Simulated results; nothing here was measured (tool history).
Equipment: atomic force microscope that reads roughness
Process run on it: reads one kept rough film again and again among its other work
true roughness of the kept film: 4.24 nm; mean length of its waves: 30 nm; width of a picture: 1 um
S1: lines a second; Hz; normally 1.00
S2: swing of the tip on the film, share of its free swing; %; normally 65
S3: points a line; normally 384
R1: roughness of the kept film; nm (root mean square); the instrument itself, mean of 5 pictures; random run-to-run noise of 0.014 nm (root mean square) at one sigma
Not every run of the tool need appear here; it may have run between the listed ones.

run 1 hour=0.0 | S1=1.00 S2=65 S3=384 | R1=3.056
run 2 hour=9.4 | S1=1.00 S2=65 S3=384 | R1=2.997
run 3 hour=21.3 | S1=1.00 S2=65 S3=384 | R1=2.971
run 4 hour=32.3 | S1=1.00 S2=65 S3=384 | R1=2.934
run 5 hour=45.0 | S1=1.00 S2=65 S3=384 | R1=2.916
run 6 hour=51.1 | S1=1.00 S2=65 S3=384 | R1=2.928
run 7 hour=59.6 | S1=1.00 S2=65 S3=384 | R1=2.890
run 8 hour=67.5 | S1=1.00 S2=65 S3=564 | R1=2.871
-- hour=71.7 new tip fitted
run 9 hour=78.5 | S1=1.00 S2=87 S3=564 | R1=3.040
run 10 hour=87.5 | S1=1.00 S2=87 S3=564 | R1=3.017
run 11 hour=102.1 | S1=1.00 S2=87 S3=564 | R1=3.008
run 12 hour=116.6 | S1=0.97 S2=87 S3=564 | R1=2.930
run 13 hour=124.9 | S1=0.97 S2=87 S3=564 | R1=2.916
run 14 hour=138.6 | S1=0.97 S2=87 S3=564 | R1=2.876
run 15 hour=148.3 | S1=0.97 S2=87 S3=564 | R1=2.842
run 16 hour=155.1 | S1=0.97 S2=87 S3=564 | R1=2.827
run 17 hour=162.4 | S1=0.97 S2=87 S3=564 | R1=2.805
run 18 hour=175.6 | S1=1.00 S2=65 S3=430 | R1=3.063
run 19 hour=181.9 | S1=1.00 S2=65 S3=384 | R1=3.009
run 20 hour=195.3 | S1=1.00 S2=65 S3=384 | R1=3.013
run 21 hour=203.9 | S1=1.00 S2=65 S3=384 | R1=2.974
run 22 hour=213.0 | S1=1.00 S2=65 S3=384 | R1=2.936
run 23 hour=221.2 | S1=2.93 S2=65 S3=384 | R1=2.703
run 24 hour=227.6 | S1=2.93 S2=65 S3=663 | R1=2.690
run 25 hour=233.9 | S1=2.93 S2=65 S3=663 | R1=2.668
run 26 hour=240.3 | S1=2.93 S2=65 S3=663 | R1=2.673
run 27 hour=248.6 | S1=2.93 S2=65 S3=663 | R1=2.646
-- hour=252.1 new tip fitted
run 28 hour=263.5 | S1=2.93 S2=65 S3=663 | R1=3.056
run 29 hour=271.3 | S1=2.93 S2=65 S3=663 | R1=3.032
run 30 hour=285.4 | S1=2.93 S2=65 S3=663 | R1=3.027
run 31 hour=293.4 | S1=1.21 S2=65 S3=285 | R1=3.176
run 32 hour=307.0 | S1=1.21 S2=74 S3=285 | R1=3.043
run 33 hour=316.3 | S1=0.60 S2=65 S3=384 | R1=3.222
run 34 hour=322.4 | S1=0.60 S2=88 S3=628 | R1=3.028
run 35 hour=336.9 | S1=1.00 S2=61 S3=387 | R1=3.141
run 36 hour=350.0 | S1=2.61 S2=61 S3=455 | R1=2.949
run 37 hour=360.8 | S1=2.61 S2=61 S3=455 | R1=2.893
run 38 hour=375.1 | S1=2.61 S2=69 S3=781 | R1=2.718
run 39 hour=383.1 | S1=2.61 S2=69 S3=781 | R1=2.694
run 40 hour=390.0 | S1=2.61 S2=69 S3=781 | R1=2.673
run 41 hour=401.7 | S1=2.51 S2=86 S3=789 | R1=2.249
run 42 hour=413.9 | S1=1.34 S2=65 S3=384 | R1=2.847
run 43 hour=422.6 | S1=1.34 S2=65 S3=384 | R1=2.838
-- hour=432.0 new tip fitted
run 44 hour=435.0 | S1=1.34 S2=65 S3=384 | R1=3.340
run 45 hour=443.3 | S1=0.53 S2=65 S3=433 | R1=3.422
run 46 hour=450.5 | S1=1.32 S2=60 S3=745 | R1=3.374
run 47 hour=463.1 | S1=2.35 S2=65 S3=745 | R1=3.120
run 48 hour=472.9 | S1=1.01 S2=77 S3=436 | R1=3.095
run 49 hour=479.4 | S1=1.01 S2=77 S3=436 | R1=3.113
run 50 hour=490.5 | S1=1.00 S2=65 S3=782 | R1=3.222
run 51 hour=503.4 | S1=2.73 S2=65 S3=384 | R1=2.928
run 52 hour=513.8 | S1=2.73 S2=59 S3=389 | R1=3.022
run 53 hour=524.1 | S1=1.00 S2=83 S3=384 | R1=2.868

Each row is a separate what-if for the run after 53, all from the same tool condition, not one after another. Results?
run A hour=532.4 | S1=2.04 S2=79 S3=384 | R1=?
run B hour=532.4 | S1=1.00 S2=65 S3=575 | R1=?
run C hour=532.4 | S1=1.47 S2=65 S3=384 | R1=?
run D hour=532.4 | S1=0.95 S2=83 S3=384 | R1=?

run=A R1=2.639
run=B R1=3.101
run=C R1=3.013
run=D R1=2.896
Take away the tool's hidden state, keep each run's random variation, and the runs would have read:
run=A R1=2.906
run=B R1=3.414
run=C R1=3.317
run=D R1=3.188
